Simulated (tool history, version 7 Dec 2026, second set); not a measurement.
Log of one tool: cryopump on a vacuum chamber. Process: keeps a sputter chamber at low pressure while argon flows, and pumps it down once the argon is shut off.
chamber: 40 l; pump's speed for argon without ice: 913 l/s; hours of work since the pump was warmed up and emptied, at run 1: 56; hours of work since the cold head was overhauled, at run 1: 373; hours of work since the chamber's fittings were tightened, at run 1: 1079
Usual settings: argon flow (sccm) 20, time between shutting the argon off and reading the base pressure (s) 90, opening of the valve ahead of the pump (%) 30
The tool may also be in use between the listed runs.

| run | hour | argon flow (sccm) | time between shutting the argon off and reading the base pressure (s) | opening of the valve ahead of the pump (%) | hours of work since the pump was warmed up and emptied | hours of work since the cold head was overhauled | hours of work since the chamber's fittings were tightened | pressure while argon flows (Pa) | pressure after the wait (uPa) |
|---|---|---|---|---|---|---|---|---|---|
| 1 | 0.0 | 20 | 90 | 30 | 56 | 373 | 1079 | 0.1243 | 2.79 |
| 2 | 32.2 | 20 | 90 | 42 | 73 | 391 | 1097 | 0.0898 | 2.81 |
| 3 | 83.6 | 20 | 90 | 42 | 102 | 419 | 1125 | 0.0912 | 2.80 |
| 4 | 147.8 | 20 | 40 | 30 | 137 | 455 | 1160 | 0.1259 | 5.07 |
| 5 | 215.8 | 20 | 106 | 30 | 174 | 492 | 1198 | 0.1275 | 2.63 |
| 6 | 257.9 | 20 | 29 | 30 | 197 | 515 | 1221 | 0.1291 | 6.84 |
| 7 | 305.3 | 20 | 90 | 30 | 223 | 541 | 1247 | 0.1285 | 3.07 |
| 8 | 338.1 | 20 | 286 | 30 | 241 | 559 | 1265 | 0.1298 | 1.84 |
| 9 | 377.3 | 20 | 90 | 39 | 263 | 581 | 1286 | 0.1025 | 3.14 |
| 10 | 442.5 | 20 | 90 | 39 | 299 | 616 | 1322 | 0.1020 | 3.12 |
|  | 475.7 | pump warmed up, emptied and cooled again |
| 11 | 488.9 | 20 | 90 | 39 | 7 | 639 | 1345 | 0.0951 | 2.87 |
| 12 | 522.7 | 20 | 23 | 30 | 26 | 658 | 1363 | 0.1248 | 7.98 |
| 13 | 580.1 | 20 | 23 | 30 | 57 | 689 | 1395 | 0.1260 | 8.01 |
| 14 | 625.7 | 20 | 23 | 30 | 82 | 714 | 1420 | 0.1252 | 8.06 |
| 15 | 666.4 | 20 | 23 | 30 | 105 | 737 | 1442 | 0.1258 | 8.06 |
| 16 | 718.2 | 20 | 23 | 30 | 133 | 765 | 1471 | 0.1268 | 8.07 |
| 17 | 784.8 | 20 | 228 | 30 | 170 | 802 | 1507 | 0.1279 | 2.08 |
| 18 | 838.8 | 21 | 21 | 30 | 199 | 831 | 1537 | 0.1336 | 8.74 |
| 19 | 883.2 | 21 | 21 | 30 | 224 | 856 | 1561 | 0.1353 | 8.71 |
| 20 | 930.9 | 16 | 24 | 31 | 250 | 882 | 1588 | 0.1008 | 8.06 |
| 21 | 967.9 | 16 | 55 | 57 | 270 | 902 | 1608 | 0.0571 | 4.37 |
| 22 | 999.4 | 34 | 236 | 43 | 288 | 919 | 1625 | 0.1587 | 2.29 |
|  | 1049.0 | pump warmed up, emptied and cooled again |
| 23 | 1075.5 | 16 | 43 | 22 | 15 | 958 | 1664 | 0.1344 | 4.88 |
| 24 | 1137.5 | 16 | 43 | 22 | 49 | 993 | 1698 | 0.1374 | 5.10 |
| 25 | 1191.2 | 20 | 90 | 58 | 78 | 1022 | 1728 | 0.0666 | 3.25 |
| 26 | 1223.7 | 20 | 90 | 60 | 96 | 1040 | 1746 | 0.0644 | 3.29 |
| 27 | 1279.8 | 20 | 90 | 60 | 127 | 1071 | 1777 | 0.0649 | 3.37 |
| 28 | 1344.5 | 20 | 63 | 30 | 162 | 1106 | 1812 | 0.1271 | 4.11 |
| 29 | 1400.8 | 20 | 123 | 30 | 193 | 1137 | 1843 | 0.1284 | 2.94 |
| 30 | 1440.8 | 31 | 85 | 57 | 215 | 1159 | 1865 | 0.1089 | 3.52 |
| 31 | 1487.9 | 20 | 93 | 30 | 241 | 1185 | 1891 | 0.1300 | 3.45 |
| 32 | 1535.5 | 20 | 140 | 30 | 267 | 1211 | 1917 | 0.1304 | 2.91 |
| 33 | 1608.1 | 10 | 90 | 21 | 307 | 1251 | 1957 | 0.0919 | 3.61 |
|  | 1623.5 | pump warmed up, emptied and cooled again |
| 34 | 1656.2 | 36 | 182 | 30 | 18 | 1275 | 1980 | 0.2229 | 2.46 |

Hidden state at the last listed run before each entry between runs and at the first one after, where it differs:
Between runs 10 and 11: pump warmed up, emptied and cooled again (hour 475.7)
  pump's speed, % of a pump's without ice: 82.9 -> 99.6; leak into the chamber, uPa l/s: 1047 -> 1060
  measured less the result without the state, pressure while argon flows (Pa): +0.0079 -> +0.0004; pressure after the wait (uPa): +1.06 -> +0.84
Between runs 22 and 23: pump warmed up, emptied and cooled again (hour 1049.0)
  pump's speed, % of a pump's without ice: 84.6 -> 98.3; leak into the chamber, uPa l/s: 1219 -> 1241
  measured less the result without the state, pressure while argon flows (Pa): +0.0121 -> +0.0007; pressure after the wait (uPa): +1.28 -> +1.03
Between runs 33 and 34: pump warmed up, emptied and cooled again (hour 1623.5)
  pump's speed, % of a pump's without ice: 83 -> 98.6; leak into the chamber, uPa l/s: 1408 -> 1422
  measured less the result without the state, pressure while argon flows (Pa): +0.0041 -> +0.0016; pressure after the wait (uPa): +1.56 -> +1.28

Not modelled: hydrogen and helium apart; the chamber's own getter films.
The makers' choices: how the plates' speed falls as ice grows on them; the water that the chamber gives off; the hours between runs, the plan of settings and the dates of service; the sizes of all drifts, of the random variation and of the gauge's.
